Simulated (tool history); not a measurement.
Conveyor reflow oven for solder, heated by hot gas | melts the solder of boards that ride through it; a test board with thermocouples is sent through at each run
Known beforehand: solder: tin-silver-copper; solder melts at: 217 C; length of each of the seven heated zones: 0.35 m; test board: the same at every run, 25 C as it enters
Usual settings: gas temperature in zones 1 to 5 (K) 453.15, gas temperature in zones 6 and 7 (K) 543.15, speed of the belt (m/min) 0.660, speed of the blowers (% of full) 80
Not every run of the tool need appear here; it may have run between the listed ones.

| run | hour | gas temperature in zones 1 to 5 (K) | gas temperature in zones 6 and 7 (K) | speed of the belt (m/min) | speed of the blowers (% of full) | highest temperature of the board (K) | time above the solder's melting point (s) |
|---|---|---|---|---|---|---|---|
| 1 | 0.0 | 453.15 | 543.15 | 0.660 | 80 | 527.75 | 50.6 |
| 2 | 12.4 | 453.15 | 543.15 | 0.660 | 66 | 525.65 | 49.4 |
| 3 | 32.8 | 453.15 | 543.15 | 0.660 | 80 | 528.35 | 51.0 |
| 4 | 44.4 | 453.15 | 543.15 | 0.660 | 77 | 527.65 | 51.1 |
| 5 | 61.2 | 453.15 | 543.15 | 0.660 | 77 | 527.75 | 50.1 |
| 6 | 80.0 | 453.15 | 547.15 | 0.660 | 80 | 531.45 | 53.0 |
| 7 | 100.7 | 453.15 | 547.15 | 0.660 | 60 | 527.65 | 49.9 |
| 8 | 120.8 | 453.15 | 547.15 | 0.660 | 60 | 527.65 | 50.1 |
| 9 | 138.9 | 453.15 | 543.15 | 0.660 | 80 | 526.65 | 51.0 |
| 10 | 153.4 | 453.15 | 543.15 | 0.660 | 80 | 527.65 | 50.6 |
| 11 | 178.8 | 453.15 | 543.15 | 0.660 | 80 | 528.05 | 50.3 |
| 12 | 204.4 | 453.15 | 543.15 | 0.660 | 80 | 527.25 | 50.5 |
| 13 | 220.7 | 453.15 | 553.15 | 0.666 | 80 | 534.75 | 54.0 |
| 14 | 239.3 | 453.15 | 543.15 | 0.660 | 83 | 527.85 | 51.0 |
| 15 | 259.9 | 453.15 | 532.15 | 0.660 | 72 | 516.55 | 43.0 |
| 16 | 276.4 | 450.15 | 544.15 | 0.716 | 72 | 522.85 | 42.3 |
| 17 | 298.2 | 460.15 | 532.15 | 0.575 | 74 | 521.65 | 57.8 |
| 18 | 315.4 | 444.15 | 544.15 | 0.582 | 53 | 524.65 | 53.0 |
| 19 | 339.5 | 444.15 | 544.15 | 0.582 | 53 | 525.15 | 53.2 |
| 20 | 351.7 | 444.15 | 544.15 | 0.582 | 53 | 524.75 | 53.0 |
| 21 | 364.7 | 444.15 | 544.15 | 0.582 | 53 | 524.95 | 52.6 |

Expected results for the next run?
| 22 | 392.7 | 453.15 | 558.15 | 0.778 | 56 | ? | ? |

{"run 22": {"highest temperature of the board (K)": 527.25, "time above the solder's melting point (s)": 40.7}}
Had the tool carried no hidden state, the very same run would have given highest temperature of the board (K) 529.65, time above the solder's melting point (s) 41.9.
